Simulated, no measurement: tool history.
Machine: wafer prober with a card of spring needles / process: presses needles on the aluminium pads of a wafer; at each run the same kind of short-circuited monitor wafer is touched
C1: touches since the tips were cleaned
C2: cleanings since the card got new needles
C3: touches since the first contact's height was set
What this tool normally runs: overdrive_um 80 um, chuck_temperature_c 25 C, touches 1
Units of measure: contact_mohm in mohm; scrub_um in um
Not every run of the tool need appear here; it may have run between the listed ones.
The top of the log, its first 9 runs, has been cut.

-- day=4.358 tips cleaned on abrasive film
-- day=4.658 tips cleaned on abrasive film
run 10 day=4.692 | overdrive_um=63 chuck_temperature_c=25 touches=1 | C1=563 C2=84 C3=97626 | contact_mohm=197 scrub_um=16.33
-- day=4.992 tips cleaned on abrasive film
run 11 day=5.104 | overdrive_um=63 chuck_temperature_c=25 touches=1 | C1=1984 C2=85 C3=104902 | contact_mohm=219 scrub_um=16.26
-- day=5.296 tips cleaned on abrasive film
run 12 day=5.546 | overdrive_um=63 chuck_temperature_c=25 touches=1 | C1=4451 C2=86 C3=112677 | contact_mohm=248 scrub_um=16.33
-- day=5.638 tips cleaned on abrasive film
run 13 day=5.912 | overdrive_um=63 chuck_temperature_c=25 touches=1 | C1=4914 C2=87 C3=119176 | contact_mohm=255 scrub_um=16.34
-- day=5.988 tips cleaned on abrasive film
run 14 day=6.233 | overdrive_um=80 chuck_temperature_c=25 touches=2 | C1=4416 C2=88 C3=124817 | contact_mohm=191 scrub_um=20.9
-- day=6.288 tips cleaned on abrasive film
-- day=6.638 tips cleaned on abrasive film
-- day=6.942 tips cleaned on abrasive film
run 15 day=6.942 | overdrive_um=80 chuck_temperature_c=25 touches=1 | C1=0 C2=91 C3=137140 | contact_mohm=160 scrub_um=20.79
-- day=7.262 tips cleaned on abrasive film
run 16 day=7.529 | overdrive_um=80 chuck_temperature_c=25 touches=1 | C1=4682 C2=92 C3=147530 | contact_mohm=214 scrub_um=20.78
-- day=7.583 tips cleaned on abrasive film
-- day=7.929 tips cleaned on abrasive film
run 17 day=8.117 | overdrive_um=68 chuck_temperature_c=48 touches=3 | C1=3282 C2=94 C3=157840 | contact_mohm=195 scrub_um=17.55
-- day=8.233 tips cleaned on abrasive film
-- day=8.533 tips cleaned on abrasive film
run 18 day=8.796 | overdrive_um=90 chuck_temperature_c=73 touches=2 | C1=4636 C2=96 C3=169780 | contact_mohm=191 scrub_um=23.28
-- day=8.858 tips cleaned on abrasive film
-- day=9.171 tips cleaned on abrasive film
-- day=9.483 tips cleaned on abrasive film
run 19 day=9.512 | overdrive_um=96 chuck_temperature_c=121 touches=2 | C1=457 C2=99 C3=182315 | contact_mohm=179 scrub_um=24.7
-- day=9.808 tips cleaned on abrasive film
-- day=9.821 height of the first contact set anew
run 20 day=9.825 | overdrive_um=96 chuck_temperature_c=121 touches=2 | C1=111 C2=100 C3=111 | contact_mohm=177 scrub_um=25.72

Estimate the outcome of run 21 from the log above:
-- day=10.175 tips cleaned on abrasive film
run 21 day=10.329 | overdrive_um=98 chuck_temperature_c=100 touches=2 | C1=2696 C2=101 C3=8963 | contact_mohm=? scrub_um=?

contact_mohm: 185 mohm
scrub_um: 26.21 um
With no hidden state in the tool, this same run would have given contact_mohm 167 mohm, scrub_um 26.23 um.

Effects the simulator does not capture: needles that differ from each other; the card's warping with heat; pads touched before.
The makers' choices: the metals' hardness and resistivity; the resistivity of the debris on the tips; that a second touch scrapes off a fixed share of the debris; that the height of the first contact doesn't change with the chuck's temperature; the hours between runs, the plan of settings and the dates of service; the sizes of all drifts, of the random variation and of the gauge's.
